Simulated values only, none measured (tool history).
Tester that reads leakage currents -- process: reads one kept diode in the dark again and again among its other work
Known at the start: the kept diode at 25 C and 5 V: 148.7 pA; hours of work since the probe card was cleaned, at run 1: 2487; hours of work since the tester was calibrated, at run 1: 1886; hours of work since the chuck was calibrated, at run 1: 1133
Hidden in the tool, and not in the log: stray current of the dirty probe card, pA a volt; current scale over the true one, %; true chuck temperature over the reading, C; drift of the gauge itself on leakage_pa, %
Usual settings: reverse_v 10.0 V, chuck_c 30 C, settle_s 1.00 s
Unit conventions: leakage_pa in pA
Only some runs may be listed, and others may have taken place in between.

run,hour,reverse_v,chuck_c,settle_s,hours of work since the probe card was cleaned,hours of work since the tester was calibrated,hours of work since the chuck was calibrated,leakage_pa
1,0.0,10.0,30,1.00,2487,1886,1133,311.45
# hour 64.0: probe card cleaned and baked
2,67.2,10.0,30,1.00,1,1914,1160,311.51
3,117.3,10.0,30,1.00,23,1935,1182,312.86
4,218.4,10.0,30,3.84,66,1978,1225,310.76
5,324.0,10.0,30,1.00,112,2024,1270,310.90
6,410.8,10.0,30,1.68,149,2061,1308,308.86
7,485.7,2.0,30,0.81,181,2093,1340,142.23
8,595.9,2.0,30,0.81,228,2140,1387,141.90
9,700.2,1.6,34,1.03,273,2185,1432,172.29
10,762.1,1.6,34,1.03,300,2212,1458,171.03
11,814.3,1.6,34,1.03,322,2234,1481,171.54

Describe how what the log doesn't record of the tool's condition differs between the last listed run preceding each entry between runs and the first listed run following it.
Logged between run 1 and run 2: probe card cleaned and baked (hour 64.0)
  stray current of the dirty probe card, pA a volt: 0.052 -> 0.02
